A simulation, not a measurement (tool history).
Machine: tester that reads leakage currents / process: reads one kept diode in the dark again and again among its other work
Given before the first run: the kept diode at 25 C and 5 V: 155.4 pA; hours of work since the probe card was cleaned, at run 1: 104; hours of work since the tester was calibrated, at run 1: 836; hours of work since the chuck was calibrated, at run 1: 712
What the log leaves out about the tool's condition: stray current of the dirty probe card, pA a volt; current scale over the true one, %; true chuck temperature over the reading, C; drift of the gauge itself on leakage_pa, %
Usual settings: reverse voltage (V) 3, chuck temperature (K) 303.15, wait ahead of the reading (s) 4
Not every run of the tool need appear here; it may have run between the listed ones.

| run | day | reverse voltage (V) | chuck temperature (K) | wait ahead of the reading (s) | hours of work since the probe card was cleaned | hours of work since the tester was calibrated | hours of work since the chuck was calibrated | current that the tester gives (pA) |
|---|---|---|---|---|---|---|---|---|
| 1 | 0 | 3 | 303.15 | 4 | 104 | 836 | 712 | 182.95 |
| 2 | 0.729 | 3 | 303.15 | 4 | 114 | 846 | 721 | 182.77 |
| 3 | 1.467 | 3 | 303.15 | 4 | 124 | 856 | 731 | 182.8 |
| 4 | 2.45 | 3 | 303.15 | 4 | 136 | 868 | 743 | 182.8 |
| 5 | 3.154 | 3 | 303.15 | 4 | 146 | 878 | 753 | 183.14 |
| 6 | 3.888 | 3 | 303.15 | 4 | 155 | 887 | 762 | 182.28 |
| 7 | 4.788 | 15.98 | 303.15 | 4 | 167 | 899 | 774 | 391.67 |
| 8 | 5.896 | 1.05 | 303.15 | 4 | 181 | 913 | 788 | 113.05 |
| 9 | 6.625 | 3 | 303.15 | 4 | 191 | 923 | 798 | 183.17 |
| 10 | 7.508 | 3 | 303.15 | 4 | 202 | 934 | 809 | 182.31 |
| 11 | 8.454 | 3 | 303.15 | 4 | 215 | 947 | 822 | 183.36 |
| 12 | 9.954 | 3 | 303.15 | 4 | 234 | 966 | 841 | 182.02 |
| 13 | 10.971 | 3 | 298.15 | 4 | 248 | 979 | 855 | 119.11 |
|  | 11.2 | chuck's temperature calibrated |
| 14 | 12.021 | 2.51 | 299.15 | 0.34 | 260 | 992 | 11 | 118.75 |
| 15 | 12.904 | 2.83 | 315.15 | 0.4 | 272 | 1004 | 22 | 460.99 |
| 16 | 14.258 | 6.62 | 293.15 | 0.57 | 289 | 1021 | 40 | 110.12 |
| 17 | 15.021 | 6.62 | 293.15 | 0.57 | 299 | 1031 | 50 | 110.75 |
| 18 | 15.762 | 1.08 | 302.15 | 5.5 | 309 | 1041 | 59 | 101.94 |
| 19 | 17.446 | 19.96 | 301.15 | 1.07 | 331 | 1063 | 81 | 358.11 |
|  | 18.254 | chuck's temperature calibrated, once more |
| 20 | 18.3 | 19.96 | 301.15 | 1.07 | 341 | 1073 | 1 | 388.44 |
| 21 | 19.162 | 3 | 303.15 | 0.46 | 352 | 1084 | 12 | 192.3 |
| 22 | 20.362 | 3 | 303.15 | 3.04 | 368 | 1100 | 27 | 189.5 |
| 23 | 21.942 | 3 | 303.15 | 0.89 | 389 | 1120 | 48 | 190.89 |
| 24 | 23.354 | 14.04 | 322.15 | 2.25 | 407 | 1139 | 66 | 1722.17 |
| 25 | 24.379 | 14.98 | 303.15 | 4 | 420 | 1152 | 80 | 397.44 |

Expected results for the next run?
| 26 | 25.579 | 11.46 | 330.15 | 6.62 | 436 | 1168 | 96 | ? |

current that the tester gives (pA): 2809.62
Minus the tool's unlogged condition, the same run would have read current that the tester gives (pA) 2837.21.
